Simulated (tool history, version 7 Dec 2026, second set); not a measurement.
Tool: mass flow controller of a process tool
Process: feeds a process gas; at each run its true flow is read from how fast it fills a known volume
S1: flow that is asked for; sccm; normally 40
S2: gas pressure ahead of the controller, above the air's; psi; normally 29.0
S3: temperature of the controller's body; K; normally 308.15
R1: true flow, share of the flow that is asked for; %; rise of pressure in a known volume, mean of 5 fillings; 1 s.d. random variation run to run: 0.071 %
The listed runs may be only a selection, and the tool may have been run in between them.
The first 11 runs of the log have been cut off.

run    hour  S1    S2      S3      R1
 12  1738.2  95  29.0  308.15   99.95
 13  1944.2  53  29.0  308.15   99.56
 14  2040.0  53  29.0  308.15   99.59
 15  2165.5  53  29.0  308.15   99.50
 16  2269.5  40  29.0  294.15   98.81
 17  2467.7  11  29.0  308.15  100.58
 18  2576.8  11  29.0  308.15  100.67
 19  2719.6  69  29.0  308.15   99.44
 20  2826.6  40  26.7  308.15   99.56
 21  2997.3  40  29.0  308.15   99.49
 22  3174.8  40  29.0  308.15   99.38
 23  3318.7  40  29.0  308.15   99.44

Predict the results of run 24:
 24  3492.0  17  29.0  308.15   ?

R1: 99.95 %
Take away the tool's hidden state, keep the run-to-run variation as it was, and the same run would have given R1 99.43 %.
